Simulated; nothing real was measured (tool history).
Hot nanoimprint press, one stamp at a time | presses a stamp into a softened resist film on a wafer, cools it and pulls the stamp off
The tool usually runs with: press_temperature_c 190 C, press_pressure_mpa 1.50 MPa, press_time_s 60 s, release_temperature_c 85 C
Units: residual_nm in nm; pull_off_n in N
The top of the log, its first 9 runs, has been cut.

-- day=10.438 stamp cleaned and given a new release coat
run 10 day=11.329 | press_temperature_c=190 press_pressure_mpa=1.50 press_time_s=60 release_temperature_c=84 | residual_nm=174.8 pull_off_n=135
run 11 day=12.692 | press_temperature_c=190 press_pressure_mpa=1.50 press_time_s=60 release_temperature_c=84 | residual_nm=174.4 pull_off_n=136
run 12 day=13.838 | press_temperature_c=190 press_pressure_mpa=1.50 press_time_s=60 release_temperature_c=85 | residual_nm=174.8 pull_off_n=134
run 13 day=15.117 | press_temperature_c=190 press_pressure_mpa=1.50 press_time_s=60 release_temperature_c=85 | residual_nm=174.5 pull_off_n=132
run 14 day=15.804 | press_temperature_c=188 press_pressure_mpa=1.50 press_time_s=60 release_temperature_c=85 | residual_nm=183.1 pull_off_n=133
run 15 day=16.621 | press_temperature_c=190 press_pressure_mpa=1.63 press_time_s=60 release_temperature_c=85 | residual_nm=167.5 pull_off_n=134
-- day=17.442 stamp cleaned and given a new release coat
run 16 day=17.854 | press_temperature_c=191 press_pressure_mpa=1.50 press_time_s=46 release_temperature_c=75 | residual_nm=187.1 pull_off_n=167
run 17 day=19.417 | press_temperature_c=191 press_pressure_mpa=1.50 press_time_s=46 release_temperature_c=75 | residual_nm=187.6 pull_off_n=170
run 18 day=20.992 | press_temperature_c=195 press_pressure_mpa=1.04 press_time_s=110 release_temperature_c=83 | residual_nm=151.3 pull_off_n=142
run 19 day=22.054 | press_temperature_c=183 press_pressure_mpa=1.50 press_time_s=52 release_temperature_c=80 | residual_nm=214.7 pull_off_n=152
run 20 day=23.075 | press_temperature_c=190 press_pressure_mpa=1.50 press_time_s=35 release_temperature_c=91 | residual_nm=209.6 pull_off_n=112
-- day=24.425 stamp cleaned and given a new release coat
run 21 day=24.746 | press_temperature_c=178 press_pressure_mpa=1.50 press_time_s=53 release_temperature_c=85 | residual_nm=237.7 pull_off_n=132
run 22 day=25.612 | press_temperature_c=178 press_pressure_mpa=1.50 press_time_s=53 release_temperature_c=85 | residual_nm=237.4 pull_off_n=135
run 23 day=26.858 | press_temperature_c=180 press_pressure_mpa=1.50 press_time_s=53 release_temperature_c=85 | residual_nm=227.6 pull_off_n=133
run 24 day=28.050 | press_temperature_c=196 press_pressure_mpa=0.97 press_time_s=34 release_temperature_c=81 | residual_nm=224.6 pull_off_n=150
run 25 day=29.004 | press_temperature_c=190 press_pressure_mpa=2.23 press_time_s=85 release_temperature_c=85 | residual_nm=126.4 pull_off_n=133
run 26 day=29.962 | press_temperature_c=194 press_pressure_mpa=1.96 press_time_s=39 release_temperature_c=81 | residual_nm=164.3 pull_off_n=145
-- day=31.162 plate thermocouple calibrated
-- day=31.542 stamp cleaned and given a new release coat
run 27 day=31.717 | press_temperature_c=180 press_pressure_mpa=1.00 press_time_s=67 release_temperature_c=85 | residual_nm=248.1 pull_off_n=131
run 28 day=32.850 | press_temperature_c=180 press_pressure_mpa=1.00 press_time_s=67 release_temperature_c=85 | residual_nm=248.4 pull_off_n=134
run 29 day=34.312 | press_temperature_c=180 press_pressure_mpa=1.00 press_time_s=67 release_temperature_c=85 | residual_nm=247.6 pull_off_n=132
run 30 day=35.738 | press_temperature_c=194 press_pressure_mpa=1.14 press_time_s=79 release_temperature_c=79 | residual_nm=166.7 pull_off_n=153

Each row is a separate what-if for the run after 30, all from the same tool condition, not one after another. Results?
run A day=37.283 | press_temperature_c=194 press_pressure_mpa=1.89 press_time_s=79 release_temperature_c=85 | residual_nm=? pull_off_n=?
run B day=37.283 | press_temperature_c=196 press_pressure_mpa=1.55 press_time_s=119 release_temperature_c=79 | residual_nm=? pull_off_n=?
run C day=37.283 | press_temperature_c=189 press_pressure_mpa=1.50 press_time_s=60 release_temperature_c=92 | residual_nm=? pull_off_n=?
run D day=37.283 | press_temperature_c=202 press_pressure_mpa=1.14 press_time_s=32 release_temperature_c=83 | residual_nm=? pull_off_n=?

run=A residual_nm=129.2 pull_off_n=135
run=B residual_nm=117.2 pull_off_n=154
run=C residual_nm=180.3 pull_off_n=110
run=D residual_nm=191.0 pull_off_n=139
Take away the tool's hidden state, keep each run's random variation, and the runs would have read:
run=A residual_nm=127.4 pull_off_n=135
run=B residual_nm=115.6 pull_off_n=154
run=C residual_nm=177.8 pull_off_n=109
run=D residual_nm=188.4 pull_off_n=138
